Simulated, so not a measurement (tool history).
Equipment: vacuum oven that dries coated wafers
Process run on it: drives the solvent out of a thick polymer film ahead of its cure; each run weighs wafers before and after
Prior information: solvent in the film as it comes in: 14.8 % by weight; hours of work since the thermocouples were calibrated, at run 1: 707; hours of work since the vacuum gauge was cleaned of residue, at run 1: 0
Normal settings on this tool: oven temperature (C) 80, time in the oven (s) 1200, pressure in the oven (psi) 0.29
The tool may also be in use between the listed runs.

| run | hour | oven temperature (C) | time in the oven (s) | pressure in the oven (psi) | hours of work since the thermocouples were calibrated | hours of work since the vacuum gauge was cleaned of residue | solvent left in the film (%) |
|---|---|---|---|---|---|---|---|
| 1 | 0 | 80 | 1200 | 0.29 | 707 | 0 | 3.55 |
| 2 | 25.5 | 80 | 1200 | 0.29 | 725 | 17 | 3.58 |
| 3 | 66.7 | 80 | 1200 | 0.29 | 753 | 46 | 3.51 |
| 4 | 102.5 | 80 | 1200 | 0.29 | 778 | 70 | 3.51 |
| 5 | 136.6 | 80 | 1200 | 0.29 | 801 | 93 | 3.52 |
| 6 | 179.1 | 80 | 1200 | 0.29 | 830 | 122 | 3.54 |
| 7 | 234.5 | 80 | 1200 | 0.29 | 868 | 160 | 3.49 |
| 8 | 286.4 | 80 | 1200 | 0.29 | 903 | 196 | 3.51 |
| 9 | 337.5 | 74 | 1200 | 0.29 | 938 | 231 | 5.13 |
| 10 | 377.5 | 74 | 780 | 0.29 | 966 | 258 | 6.68 |
| 11 | 411.8 | 91 | 1200 | 0.29 | 989 | 282 | 1.42 |
| 12 | 438.7 | 80 | 1680 | 0.29 | 1007 | 300 | 2.34 |
| 13 | 480.8 | 80 | 1680 | 0.29 | 1036 | 329 | 2.42 |
| 14 | 530.5 | 80 | 1680 | 0.29 | 1070 | 363 | 2.36 |
| 15 | 587 | 80 | 1680 | 0.29 | 1109 | 401 | 2.39 |
| 16 | 621 | 80 | 1680 | 0.29 | 1132 | 425 | 2.23 |
| 17 | 670.7 | 80 | 1680 | 0.29 | 1166 | 459 | 2.35 |
| 18 | 697.5 | 80 | 1200 | 0.928 | 1184 | 477 | 5.1 |
| 19 | 724.1 | 80 | 1200 | 0.928 | 1203 | 495 | 5.09 |
| 20 | 750.6 | 80 | 1200 | 0.928 | 1221 | 513 | 5.13 |
| 21 | 802.7 | 80 | 1200 | 0.928 | 1256 | 549 | 5.18 |
| 22 | 849.1 | 80 | 1200 | 0.928 | 1288 | 581 | 5.02 |
| 23 | 884.1 | 80 | 1200 | 0.928 | 1312 | 604 | 5.18 |
| 24 | 916.9 | 84 | 1200 | 0.928 | 1334 | 627 | 4.01 |
| 25 | 968.6 | 84 | 660 | 0.928 | 1370 | 662 | 5.99 |
| 26 | 1015.1 | 84 | 660 | 0.928 | 1401 | 694 | 5.98 |
| 27 | 1050.9 | 80 | 1200 | 0.525 | 1426 | 718 | 3.98 |
| 28 | 1104.8 | 94 | 1680 | 0.174 | 1463 | 755 | 0.54 |
| 29 | 1146.5 | 94 | 1680 | 0.174 | 1491 | 784 | 0.51 |
| 30 | 1197.8 | 89 | 660 | 0.393 | 1526 | 819 | 3.67 |
| 31 | 1225.1 | 65 | 1380 | 0.186 | 1545 | 838 | 6.37 |
|  | 1231.4 | oven's thermocouples calibrated |
| 32 | 1279.5 | 65 | 1380 | 0.186 | 33 | 873 | 7.27 |
| 33 | 1326.2 | 80 | 2040 | 0.432 | 65 | 905 | 2.73 |
| 34 | 1385.1 | 74 | 1740 | 0.209 | 105 | 946 | 3.85 |
| 35 | 1442.8 | 76 | 1320 | 0.976 | 145 | 985 | 6.92 |
| 36 | 1478.5 | 69 | 1200 | 0.183 | 169 | 1009 | 6.64 |
| 37 | 1531.5 | 69 | 1200 | 0.183 | 205 | 1046 | 6.57 |
| 38 | 1565.3 | 80 | 1560 | 0.647 | 228 | 1069 | 4.19 |
| 39 | 1612.3 | 73 | 1740 | 0.29 | 260 | 1101 | 4.38 |
| 40 | 1655.5 | 69 | 1740 | 0.731 | 290 | 1130 | 7.27 |
|  | 1671.6 | vacuum gauge cleaned of residue and calibrated |
| 41 | 1698.8 | 69 | 1320 | 0.322 | 319 | 19 | 6.37 |
| 42 | 1757.9 | 66 | 900 | 0.886 | 359 | 59 | 10.21 |
| 43 | 1792.2 | 93 | 1860 | 0.949 | 382 | 82 | 2.12 |
| 44 | 1822.9 | 80 | 1200 | 0.943 | 403 | 103 | 5.46 |
| 45 | 1875.8 | 73 | 1140 | 0.189 | 440 | 140 | 5.41 |
| 46 | 1908 | 67 | 660 | 0.29 | 462 | 162 | 9.14 |

5 ways to go on from here, each from the tool as it stands after run 46. What would each give?
| A | 1956 | 80 | 1860 | 0.29 | 494 | 194 | ? |
| B | 1956 | 68 | 1500 | 0.29 | 494 | 194 | ? |
| C | 1956 | 80 | 1560 | 0.29 | 494 | 194 | ? |
| D | 1956 | 93 | 1200 | 0.167 | 494 | 194 | ? |
| E | 1956 | 82 | 780 | 0.29 | 494 | 194 | ? |

| run | solvent left in the film (%) |
|---|---|
| A | 2.28 |
| B | 5.98 |
| C | 2.78 |
| D | 1.01 |
| E | 4.84 |
With no hidden state in the tool, these same runs would have given:
| run | solvent left in the film (%) |
|---|---|
| A | 2.43 |
| B | 6.2 |
| C | 2.95 |
| D | 1.09 |
| E | 5.06 |

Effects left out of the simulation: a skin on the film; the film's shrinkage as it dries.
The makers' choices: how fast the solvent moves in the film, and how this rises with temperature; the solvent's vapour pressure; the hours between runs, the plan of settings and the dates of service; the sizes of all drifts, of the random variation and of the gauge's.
